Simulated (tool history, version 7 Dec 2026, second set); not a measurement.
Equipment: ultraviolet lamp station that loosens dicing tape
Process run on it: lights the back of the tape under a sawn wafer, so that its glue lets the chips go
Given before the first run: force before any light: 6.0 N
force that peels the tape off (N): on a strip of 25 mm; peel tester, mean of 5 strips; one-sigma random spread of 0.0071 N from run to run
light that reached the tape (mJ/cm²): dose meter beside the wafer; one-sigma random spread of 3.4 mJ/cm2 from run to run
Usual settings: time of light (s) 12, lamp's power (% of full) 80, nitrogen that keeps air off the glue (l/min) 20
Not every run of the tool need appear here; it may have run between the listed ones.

run   hour  time of light (s)  lamp's power (% of full)  nitrogen that keeps air off the glue (l/min)  force that peels the tape off (N)  light that reached the tape (mJ/cm²)
  1      0                 12                        80                                            20                              0.324                                   436
  2   11.7                 12                        80                                            20                              0.327                                   428
  3   29.7                  8                        80                                            20                              0.635                                   291
  4   43.6                 10                        80                                            20                               0.44                                   357
  5   64.3                  9                        80                                            20                              0.533                                   319
  6   78.5                  9                        80                                            20                              0.514                                   317
  7   95.8                 12                        80                                            20                              0.339                                   424
  8  113.8                 12                        93                                            20                              0.291                                   488
  9  125.1                 12                        93                                            20                              0.279                                   492
 10  138.5                 12                        93                                            20                              0.274                                   483
 11  150.7                 12                        93                                            20                              0.287                                   481
     167.5  -- window cleaned of glue's vapour
 12  170.7                 12                        93                                            20                              0.311                                   460
 13    183                 12                        76                                            20                              0.429                                   366
 14  196.1                 12                        76                                            24                              0.387                                   368
 15  208.4                  8                        80                                            20                              0.775                                   262
 16  218.4                  8                        80                                            20                              0.819                                   258
 17  238.1                  8                        80                                            20                              0.803                                   254
 18  254.2                  8                        80                                            20                              0.788                                   250
 19  268.8                  8                        80                                            20                              0.797                                   254
 20  280.7                  8                        80                                            20                              0.809                                   255
       293  -- window cleaned of glue's vapour, once more
 21  302.5                  8                        97                                            20                              0.415                                   362
 22  320.1                  8                        97                                            20                              0.448                                   359
 23    338                 10                        88                                             7                              0.621                                   410
 24  360.1                 10                        88                                             7                              0.617                                   399
 25  373.1                 10                        88                                             7                              0.615                                   406
 26  383.4                  9                        85                                            14                              0.543                                   350
 27  402.5                  8                        83                                            14                                0.7                                   304
 28  412.3                  8                        68                                            38                              0.651                                   246
 29  424.2                  6                        94                                            25                              0.756                                   255
 30  446.4                  8                        80                                            16                              0.728                                   287
 31  467.3                  8                        80                                            16                               0.73                                   286
 32  489.3                  8                        80                                            16                              0.713                                   282
 33  504.9                  9                        94                                            39                              0.317                                   372
 34  518.7                  9                        94                                            39                               0.34                                   372
 35  534.1                 15                        67                                            12                              0.387                                   438
 36  543.1                  9                        80                                            32                              0.465                                   311

Run 37, settings as shown, results not yet in. Your forecast:
 37  563.7                 15                        80                                            19                                  ?                                     ?

{"run 37": {"force that peels the tape off (N)": 0.265, "light that reached the tape (mJ/cm²)": 519}}
On a tool with no hidden condition, and with the same random variation, this run would have come out at force that peels the tape off (N) 0.221, light that reached the tape (mJ/cm²) 682.

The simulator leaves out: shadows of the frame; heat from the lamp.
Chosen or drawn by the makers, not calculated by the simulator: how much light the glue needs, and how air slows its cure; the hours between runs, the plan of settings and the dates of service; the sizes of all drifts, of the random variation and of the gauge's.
